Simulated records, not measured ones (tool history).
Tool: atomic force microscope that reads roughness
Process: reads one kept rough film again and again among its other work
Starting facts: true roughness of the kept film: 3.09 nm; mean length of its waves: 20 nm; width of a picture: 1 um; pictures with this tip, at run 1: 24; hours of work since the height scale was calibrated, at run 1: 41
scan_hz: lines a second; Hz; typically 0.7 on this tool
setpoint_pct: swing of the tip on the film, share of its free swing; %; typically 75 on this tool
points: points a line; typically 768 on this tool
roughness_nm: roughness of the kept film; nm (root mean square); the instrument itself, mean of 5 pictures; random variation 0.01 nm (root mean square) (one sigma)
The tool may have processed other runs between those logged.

run	hour	scan_hz	setpoint_pct	points	pictures with this tip	hours of work since the height scale was calibrated	roughness_nm
1	0	0.7	75	768	24	41	2.328
2	20	0.7	75	768	46	49	2.325
3	44.2	0.7	75	768	72	59	2.327
4	66.1	0.7	75	768	96	68	2.297
5	95.3	0.7	75	768	128	80	2.311
6	121.3	0.7	75	768	156	91	2.314
# hour 138.5: new tip fitted
7	138.5	0.7	75	768	0	98	2.335
8	162.2	0.7	75	768	26	108	2.331
9	181.8	0.7	75	768	48	116	2.315
10	202.6	0.536	75	768	70	125	2.322
11	216.3	0.536	75	768	85	130	2.324
12	231.7	0.7	75	768	102	137	2.315
13	253.9	0.7	76	768	126	146	2.312
14	266.9	0.7	57	768	140	151	2.321
15	279.7	2.811	57	768	154	157	2.313
# hour 298.2: new tip fitted
16	304.1	0.7	75	768	6	167	2.306
17	329.2	0.7	59	768	34	177	2.356
18	346.4	0.7	59	768	52	184	2.331
19	358.6	0.7	59	768	66	189	2.354
20	372.5	0.7	75	768	81	195	2.322
21	384.4	0.7	75	688	94	200	2.314
22	407.2	0.7	75	688	119	210	2.316
23	430.3	0.7	75	688	144	219	2.314
24	452.8	1.043	75	768	168	229	2.317
# hour 458.8: new tip fitted
25	465.4	1.043	75	768	7	234	2.317
26	480.8	1.043	75	768	24	240	2.29
27	506.1	1.179	58	713	52	251	2.334
28	529.5	1.179	58	713	77	260	2.327
29	548.8	1.179	87	477	98	268	2.223
30	568.6	0.776	59	880	120	277	2.329
31	593.6	0.7	59	344	147	287	2.312
32	616	0.7	87	548	172	296	2.285
# hour 619: new tip fitted
33	632.8	0.7	74	768	15	303	2.321
34	661.8	0.672	74	387	47	315	2.294
35	676.2	0.672	74	387	63	321	2.287
36	688.8	1.124	85	419	76	326	2.247
37	703.7	0.525	69	419	92	333	2.287
38	728.7	1.385	62	454	120	343	2.302
39	751.8	0.621	77	468	145	353	2.297
40	771.1	0.621	77	468	166	361	2.303
# hour 780.8: new tip fitted
41	797	0.621	77	468	18	371	2.323
42	825.1	1.433	75	368	48	383	2.256
43	846.8	1.628	79	694	72	392	2.256
44	875.1	3.514	57	418	103	404	2.253
45	897.1	0.7	65	768	127	413	2.34
46	914.6	0.79	75	338	146	420	2.245
47	936.3	0.7	64	768	169	429	2.322
# hour 941.5: new tip fitted
48	961	0.7	64	768	22	439	2.329
49	981.8	1.131	88	982	44	448	2.249
50	1003.2	0.64	65	766	68	457	2.338
51	1024.9	0.64	65	766	91	466	2.335
52	1047	0.64	65	766	115	475	2.346

5 options for the next run, each taken on its own from the tool as it stands now. Forecast them:
A	1067.8	1.359	71	460	138	484	?
B	1067.8	0.776	65	353	138	484	?
C	1067.8	0.634	68	519	138	484	?
D	1067.8	1.794	55	766	138	484	?
E	1067.8	0.843	88	768	138	484	?

run	roughness_nm
A	2.273
B	2.301
C	2.311
D	2.312
E	2.271
The same runs, with their run-to-run variation unchanged, on a tool lacking any hidden condition would have given:
run	roughness_nm
A	2.278
B	2.305
C	2.316
D	2.317
E	2.275
